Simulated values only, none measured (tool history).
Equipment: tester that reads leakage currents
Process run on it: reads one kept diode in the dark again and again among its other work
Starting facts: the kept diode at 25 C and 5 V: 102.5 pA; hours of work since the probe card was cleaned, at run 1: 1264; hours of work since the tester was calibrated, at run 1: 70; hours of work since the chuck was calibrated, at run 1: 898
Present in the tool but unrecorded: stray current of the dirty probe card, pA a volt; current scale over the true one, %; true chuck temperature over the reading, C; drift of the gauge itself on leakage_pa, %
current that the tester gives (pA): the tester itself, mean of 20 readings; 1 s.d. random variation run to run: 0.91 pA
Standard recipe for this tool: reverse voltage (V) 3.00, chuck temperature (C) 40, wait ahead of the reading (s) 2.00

run	day	reverse voltage (V)	chuck temperature (C)	wait ahead of the reading (s)	hours of work since the probe card was cleaned	hours of work since the tester was calibrated	hours of work since the chuck was calibrated	current that the tester gives (pA)
1	0.000	3.00	40	2.00	1264	70	898	256.99
2	1.129	3.00	40	2.00	1286	92	919	256.88
3	2.104	3.00	40	2.00	1304	110	938	256.33
4	3.217	3.00	40	2.00	1325	132	959	254.96
# day 3.817: chuck's temperature calibrated
5	4.612	3.00	40	2.00	1350	156	15	305.15
6	5.812	3.00	40	2.00	1373	179	38	302.19
7	7.025	3.00	40	2.00	1396	202	61	303.16
8	8.229	3.00	40	2.00	1419	225	84	301.10
9	9.488	3.00	40	0.74	1443	249	108	299.56
10	10.200	3.00	40	0.74	1456	263	121	301.12
11	11.238	3.00	40	2.28	1476	282	141	297.60
12	11.896	3.00	40	2.28	1489	295	153	298.81
13	12.662	3.00	40	2.00	1503	309	168	295.97
14	13.417	3.00	40	2.00	1517	324	182	295.46
15	14.204	8.06	40	2.00	1532	339	197	496.95
16	15.154	8.06	40	2.00	1550	357	215	496.24
17	16.258	8.06	40	2.00	1571	378	236	493.43
18	17.100	8.06	40	2.00	1587	394	252	491.83
19	18.038	8.06	40	2.00	1605	411	270	489.75
20	18.833	8.06	36	2.00	1620	427	285	350.27
21	19.471	8.06	23	0.30	1632	439	297	110.94
22	20.788	1.66	39	1.54	1657	464	322	195.01
23	22.008	1.66	39	1.54	1681	487	345	194.02
24	22.983	1.66	39	1.54	1699	505	364	193.69
25	24.067	11.92	26	4.44	1720	526	385	173.92
26	25.096	11.92	26	4.44	1739	545	404	172.62
27	25.908	1.77	40	0.81	1755	561	420	216.99

Run 28, settings as shown, results not yet in. Your forecast:
28	26.950	3.11	40	2.23	1774	581	439	?

{"run 28": {"current that the tester gives (pA)": 289.9}}
Without the tool's hidden state the same run would have given current that the tester gives (pA) 307.37.
